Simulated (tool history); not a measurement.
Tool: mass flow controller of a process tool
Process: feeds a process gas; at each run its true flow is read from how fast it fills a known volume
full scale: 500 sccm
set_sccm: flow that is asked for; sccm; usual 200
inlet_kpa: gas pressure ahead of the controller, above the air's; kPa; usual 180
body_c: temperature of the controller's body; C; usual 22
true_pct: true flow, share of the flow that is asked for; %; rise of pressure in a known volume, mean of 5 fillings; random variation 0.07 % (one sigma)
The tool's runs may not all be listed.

run	day	set_sccm	inlet_kpa	body_c	true_pct
1	0.000	200	180	22	98.69
2	6.500	200	180	22	98.76
3	20.854	62	180	22	99.91
4	26.921	62	180	22	100.04
5	35.417	62	180	22	100.33
6	44.979	62	180	22	100.40
7	55.912	128	180	22	99.14
8	65.642	128	238	22	99.35
9	73.071	200	180	22	98.83
10	80.558	200	180	22	98.94
11	94.358	200	180	22	98.99
12	102.917	148	180	22	99.20
13	110.467	200	152	22	98.89
14	117.046	200	152	22	98.76
15	125.633	200	152	22	98.91
16	135.992	200	180	37	99.84
17	146.758	200	180	22	99.15
18	153.388	200	142	22	99.04
19	159.958	200	174	22	99.00
20	166.267	200	180	22	98.99
21	178.475	159	180	22	99.67
22	190.608	200	180	24	99.15
23	204.612	200	180	24	99.39
24	216.117	200	180	24	99.19
25	229.442	200	202	26	99.58
26	244.221	200	240	26	99.57
27	257.383	200	240	26	99.74
28	270.150	268	250	26	99.31
29	276.779	302	207	22	98.86
30	286.958	197	239	31	100.13
31	293.992	111	192	38	102.60
32	307.733	118	161	39	102.14
33	317.083	189	179	23	99.64
# day 318.521: controller exchanged for a calibrated one
34	325.704	200	144	37	99.00
35	338.621	200	274	37	99.64
36	345.642	484	165	22	99.78
37	352.100	200	276	22	98.83
38	360.946	200	190	22	98.54
39	372.975	134	225	22	98.67
40	387.654	134	225	22	98.81
41	400.321	134	225	22	98.91
42	414.358	97	178	39	99.96
43	421.392	97	219	39	100.32
44	435.046	167	201	39	99.66
45	445.629	167	201	39	99.86

5 ways to go on from here, each from the tool as it stands after run 45. What would each give?
A	455.092	137	180	22	?
B	455.092	61	201	22	?
C	455.092	106	268	24	?
D	455.092	310	243	22	?
E	455.092	54	201	39	?

run	true_pct
A	99.11
B	101.05
C	99.73
D	99.03
E	102.29
Without the tool's hidden state the same runs would have given:
run	true_pct
A	98.06
B	97.72
C	98.14
D	99.00
E	98.43
